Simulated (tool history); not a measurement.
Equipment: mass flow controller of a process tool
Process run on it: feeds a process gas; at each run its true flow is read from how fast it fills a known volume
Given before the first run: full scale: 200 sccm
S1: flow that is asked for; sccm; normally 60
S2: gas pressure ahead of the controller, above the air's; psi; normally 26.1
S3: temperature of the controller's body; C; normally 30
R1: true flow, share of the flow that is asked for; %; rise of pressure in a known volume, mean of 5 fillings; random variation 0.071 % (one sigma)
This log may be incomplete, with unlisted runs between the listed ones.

run 1 hour=0 | S1=60 S2=26.1 S3=30 | R1=99.88
run 2 hour=50.4 | S1=103 S2=26.1 S3=30 | R1=99.75
run 3 hour=122.7 | S1=103 S2=26.1 S3=30 | R1=99.71
run 4 hour=209.3 | S1=103 S2=26.1 S3=30 | R1=99.54
run 5 hour=295.2 | S1=60 S2=27.4 S3=30 | R1=99.31
run 6 hour=376.1 | S1=60 S2=39.2 S3=30 | R1=99.52
run 7 hour=423.6 | S1=60 S2=39.2 S3=30 | R1=99.54
run 8 hour=519.8 | S1=60 S2=39.2 S3=30 | R1=99.41
run 9 hour=562.3 | S1=104 S2=26.1 S3=30 | R1=99.08
run 10 hour=614.8 | S1=104 S2=26.1 S3=30 | R1=99.01
run 11 hour=669 | S1=104 S2=26.1 S3=30 | R1=98.99
run 12 hour=719.1 | S1=60 S2=26.1 S3=30 | R1=98.78
run 13 hour=766.7 | S1=60 S2=26.1 S3=30 | R1=98.68
run 14 hour=836.8 | S1=23 S2=33.2 S3=34 | R1=98.62
run 15 hour=892.1 | S1=198 S2=23.2 S3=33 | R1=98.83
run 16 hour=965.5 | S1=77 S2=29.4 S3=38 | R1=98.8
-- hour=1012.7 gauge calibrated
run 17 hour=1059 | S1=68 S2=21 S3=21 | R1=99.42
run 18 hour=1105.1 | S1=60 S2=26.1 S3=22 | R1=99.52
run 19 hour=1179.8 | S1=193 S2=33.5 S3=31 | R1=99.95
run 20 hour=1276.4 | S1=193 S2=33.5 S3=31 | R1=99.92
run 21 hour=1349.1 | S1=87 S2=38.4 S3=38 | R1=99.8
run 22 hour=1437.8 | S1=133 S2=38.4 S3=21 | R1=99.41
run 23 hour=1505.4 | S1=48 S2=25.7 S3=21 | R1=98.82
run 24 hour=1583 | S1=27 S2=26.1 S3=27 | R1=98.88
run 25 hour=1656.4 | S1=43 S2=23.8 S3=34 | R1=98.83

Below are 3 alternative next runs, each starting from the tool's condition after run 25. Predict each:
run A hour=1740.8 | S1=57 S2=30 S3=23 | R1=?
run B hour=1740.8 | S1=99 S2=28.3 S3=27 | R1=?
run C hour=1740.8 | S1=71 S2=33.2 S3=30 | R1=?

run=A R1=98.51
run=B R1=98.82
run=C R1=98.97
What these runs would have given with no unlogged condition in the tool:
run=A R1=99.52
run=B R1=99.82
run=C R1=99.98

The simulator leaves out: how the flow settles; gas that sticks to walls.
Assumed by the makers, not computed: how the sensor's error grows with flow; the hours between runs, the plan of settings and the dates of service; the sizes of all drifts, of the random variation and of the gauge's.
